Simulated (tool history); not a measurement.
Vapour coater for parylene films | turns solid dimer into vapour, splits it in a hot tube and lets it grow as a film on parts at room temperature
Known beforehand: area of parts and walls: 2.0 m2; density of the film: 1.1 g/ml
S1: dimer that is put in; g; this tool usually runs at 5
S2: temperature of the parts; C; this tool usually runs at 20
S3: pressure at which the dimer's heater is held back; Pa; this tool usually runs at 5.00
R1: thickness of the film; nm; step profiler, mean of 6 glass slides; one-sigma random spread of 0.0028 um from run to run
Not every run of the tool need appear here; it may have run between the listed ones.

run   hour  S1  S2    S3    R1
  1    0.0   5  20  5.00  1170
  2   21.7   5  20  5.00  1167
  3   45.0   5  20  5.00  1173
  4   66.0   5  20  5.00  1174
  5   83.5   5  20  5.00  1165
  6  104.5   5  30  5.00   785
     106.8  -- table's thermometer calibrated
  7  132.6   5  30  5.00   789
  8  163.1   3  16  6.49   759
  9  185.0   3  16  2.09  1013

Expected results for the next run?
     196.2  -- table's thermometer calibrated, once more
 10  202.4   6  28  2.63   ?

{"run 10": {"R1": 1194}}
Were there no unlogged condition in the tool, this run, its random variation unchanged, would have produced R1 1220 nm.
